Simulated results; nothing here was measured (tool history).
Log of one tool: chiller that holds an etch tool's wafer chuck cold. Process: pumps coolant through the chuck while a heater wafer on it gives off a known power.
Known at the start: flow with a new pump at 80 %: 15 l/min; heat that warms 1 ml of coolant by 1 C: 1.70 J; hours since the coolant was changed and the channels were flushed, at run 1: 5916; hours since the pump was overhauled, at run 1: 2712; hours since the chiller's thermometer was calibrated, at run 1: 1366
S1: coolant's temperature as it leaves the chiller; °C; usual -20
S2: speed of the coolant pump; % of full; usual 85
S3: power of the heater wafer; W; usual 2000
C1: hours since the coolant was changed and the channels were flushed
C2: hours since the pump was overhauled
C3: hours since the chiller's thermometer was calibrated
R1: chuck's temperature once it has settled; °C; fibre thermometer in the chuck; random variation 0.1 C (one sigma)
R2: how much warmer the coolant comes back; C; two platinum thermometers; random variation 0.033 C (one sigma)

{"run": 1, "hour": 0.0, "S1": -20, "S2": 85, "S3": 2000, "C1": 5916, "C2": 2712, "C3": 1366, "R1": 0.1, "R2": 4.61}
{"run": 2, "hour": 60.8, "S1": -20, "S2": 96, "S3": 2000, "C1": 5977, "C2": 2773, "C3": 1427, "R1": -1.3, "R2": 4.09}
{"run": 3, "hour": 163.3, "S1": -20, "S2": 96, "S3": 2000, "C1": 6079, "C2": 2875, "C3": 1529, "R1": -1.0, "R2": 4.14}
{"run": 4, "hour": 280.0, "S1": -20, "S2": 96, "S3": 2000, "C1": 6196, "C2": 2992, "C3": 1646, "R1": -0.9, "R2": 4.13}
{"run": 5, "hour": 337.9, "S1": -24, "S2": 85, "S3": 2000, "C1": 6254, "C2": 3050, "C3": 1704, "R1": -3.5, "R2": 4.63}
{"run": 6, "hour": 396.9, "S1": -24, "S2": 85, "S3": 2000, "C1": 6313, "C2": 3109, "C3": 1763, "R1": -3.4, "R2": 4.71}
{"run": 7, "hour": 464.3, "S1": -20, "S2": 91, "S3": 2000, "C1": 6380, "C2": 3176, "C3": 1830, "R1": 0.0, "R2": 4.35}
{"run": 8, "hour": 526.2, "S1": -20, "S2": 91, "S3": 2000, "C1": 6442, "C2": 3238, "C3": 1892, "R1": -0.1, "R2": 4.37}
{"run": 9, "hour": 620.2, "S1": -20, "S2": 85, "S3": 2000, "C1": 6536, "C2": 3332, "C3": 1986, "R1": 1.0, "R2": 4.71}
{"run": 10, "hour": 727.0, "S1": -20, "S2": 85, "S3": 2000, "C1": 6643, "C2": 3439, "C3": 2093, "R1": 0.9, "R2": 4.69}
{"run": 11, "hour": 823.4, "S1": -20, "S2": 85, "S3": 2000, "C1": 6740, "C2": 3535, "C3": 2189, "R1": 1.0, "R2": 4.64}
{"run": 12, "hour": 908.4, "S1": -20, "S2": 85, "S3": 2000, "C1": 6825, "C2": 3621, "C3": 2274, "R1": 1.2, "R2": 4.65}
{"run": 13, "hour": 964.4, "S1": -20, "S2": 85, "S3": 2000, "C1": 6881, "C2": 3676, "C3": 2330, "R1": 1.0, "R2": 4.69}
{"run": 14, "hour": 1019.2, "S1": -11, "S2": 85, "S3": 2000, "C1": 6935, "C2": 3731, "C3": 2385, "R1": 10.3, "R2": 4.72}
{"run": 15, "hour": 1138.4, "S1": -11, "S2": 85, "S3": 2000, "C1": 7055, "C2": 3850, "C3": 2504, "R1": 10.4, "R2": 4.69}
{"run": 16, "hour": 1253.7, "S1": -11, "S2": 85, "S3": 2000, "C1": 7170, "C2": 3966, "C3": 2619, "R1": 10.4, "R2": 4.72}
{"run": 17, "hour": 1370.5, "S1": -11, "S2": 85, "S3": 2000, "C1": 7287, "C2": 4083, "C3": 2736, "R1": 10.7, "R2": 4.71}
{"run": 18, "hour": 1429.8, "S1": -22, "S2": 85, "S3": 2000, "C1": 7346, "C2": 4142, "C3": 2795, "R1": -0.4, "R2": 4.72}
{"hour": 1436.6, "done": "chiller's thermometer calibrated"}
{"run": 19, "hour": 1527.5, "S1": -22, "S2": 85, "S3": 2000, "C1": 7443, "C2": 4239, "C3": 91, "R1": 0.0, "R2": 4.73}
{"run": 20, "hour": 1624.6, "S1": -22, "S2": 85, "S3": 2000, "C1": 7540, "C2": 4336, "C3": 188, "R1": 0.2, "R2": 4.8}
{"hour": 1649.4, "done": "coolant changed, channels flushed"}
{"run": 21, "hour": 1679.4, "S1": -22, "S2": 85, "S3": 2000, "C1": 30, "C2": 4384, "C3": 237, "R1": -4.9, "R2": 4.66}
{"run": 22, "hour": 1754.7, "S1": -25, "S2": 85, "S3": 2000, "C1": 105, "C2": 4460, "C3": 312, "R1": -7.9, "R2": 4.79}
{"run": 23, "hour": 1827.8, "S1": -29, "S2": 84, "S3": 1775, "C1": 178, "C2": 4533, "C3": 385, "R1": -13.5, "R2": 4.29}
{"hour": 1906.5, "done": "chiller's thermometer calibrated, once more"}
{"run": 24, "hour": 1932.3, "S1": -25, "S2": 85, "S3": 2000, "C1": 282, "C2": 4636, "C3": 26, "R1": -8.1, "R2": 4.77}
{"run": 25, "hour": 2028.9, "S1": -20, "S2": 89, "S3": 2625, "C1": 378, "C2": 4733, "C3": 122, "R1": 1.7, "R2": 5.91}
{"run": 26, "hour": 2123.0, "S1": -20, "S2": 89, "S3": 2625, "C1": 473, "C2": 4827, "C3": 217, "R1": 1.7, "R2": 5.97}

Forecast each of these 3 alternatives for the next run:
{"run": "A", "hour": 2222.1, "S1": -24, "S2": 65, "S3": 1355, "C1": 572, "C2": 4926, "C3": 316, "R1": "?", "R2": "?"}
{"run": "B", "hour": 2222.1, "S1": -20, "S2": 89, "S3": 2000, "C1": 572, "C2": 4926, "C3": 316, "R1": "?", "R2": "?"}
{"run": "C", "hour": 2222.1, "S1": -20, "S2": 89, "S3": 1554, "C1": 572, "C2": 4926, "C3": 316, "R1": "?", "R2": "?"}

run=A R1=-10.5 R2=4.10
run=B R1=-3.4 R2=4.59
run=C R1=-7.1 R2=3.56
Without the tool's hidden state the same runs would have given:
run=A R1=-11.2 R2=3.81
run=B R1=-4.3 R2=4.28
run=C R1=-7.8 R2=3.32
